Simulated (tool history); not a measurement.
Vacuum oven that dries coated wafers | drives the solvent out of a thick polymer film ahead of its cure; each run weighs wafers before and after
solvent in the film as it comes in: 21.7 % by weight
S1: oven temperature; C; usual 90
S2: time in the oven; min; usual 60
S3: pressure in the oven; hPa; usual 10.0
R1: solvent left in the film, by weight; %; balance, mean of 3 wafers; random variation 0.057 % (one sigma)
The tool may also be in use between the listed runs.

run    hour   S1   S2    S3    R1
  1     0.0   90   60  10.0  2.69
  2    88.4   78   60  10.0  7.29
  3   143.2   90   60  10.0  2.63
  4   225.2   90   60  10.0  2.68
  5   330.7   90   37  10.0  5.08
  6   408.1   90   37  10.0  5.15
  7   502.4   90   37  10.0  5.22
  8   625.1   90   37  10.0  4.99
  9   738.8   90   60  10.0  2.71
 10   857.0   90   60  10.0  2.71
 11   970.4   90   60  10.0  2.62
 12  1037.4   90   60  10.0  2.70
 13  1088.2   90   60  22.5  3.74
     1107.9  -- oven's thermocouples calibrated
 14  1183.6   90   60   8.2  2.61
 15  1268.2  102   60  10.0  0.71
 16  1329.9  102   60  10.0  0.69
 17  1410.0  102   60  10.0  0.75
 18  1507.0  102   60  10.0  0.73
 19  1577.5  102   60  10.0  0.66
 20  1681.3  102   60  10.0  0.74
 21  1782.4   90   60  10.0  2.74
 22  1854.9   90   60  10.0  2.60
 23  1944.1   90   45   5.3  3.66
 24  1995.6   81   60  10.1  5.88
 25  2046.4   81   60  10.1  5.98
 26  2101.7   81   60  10.1  6.09
 27  2175.4   90   40  10.0  4.71
 28  2242.0  103   40  10.0  1.18
 29  2304.1   90   60  37.9  4.83
 30  2416.3   90   60  22.2  3.61
 31  2480.1   82   60  17.0  6.18
 32  2538.3   78  101  34.4  7.34
 33  2613.0   78  101  34.4  7.19
     2637.5  -- oven's thermocouples calibrated
 34  2667.7   78  101  34.4  7.01
 35  2728.2   78  101  37.8  7.55
 36  2819.5   97  101  20.3  1.43
 37  2916.6   90   44  10.0  4.16
 38  3026.7   90   44  10.0  4.17
 39  3099.0   90   43  10.0  4.35
 40  3197.4   90   43  10.0  4.33
 41  3267.7   87   36   6.2  6.21
     3353.2  -- vacuum gauge cleaned of residue and calibrated
 42  3358.1   84   96  21.6  3.76
 43  3446.8  101   75  10.0  0.64

Forecast each of these 3 alternatives for the next run:
  A  3508.2  101  75   8.1   ?
  B  3508.2   88  75  24.2   ?
  C  3508.2   90  60  22.2   ?

run    R1
  A  0.54
  B  3.64
  C  3.66
Without the tool's hidden state the same runs would have given:
run    R1
  A  0.54
  B  3.62
  C  3.65
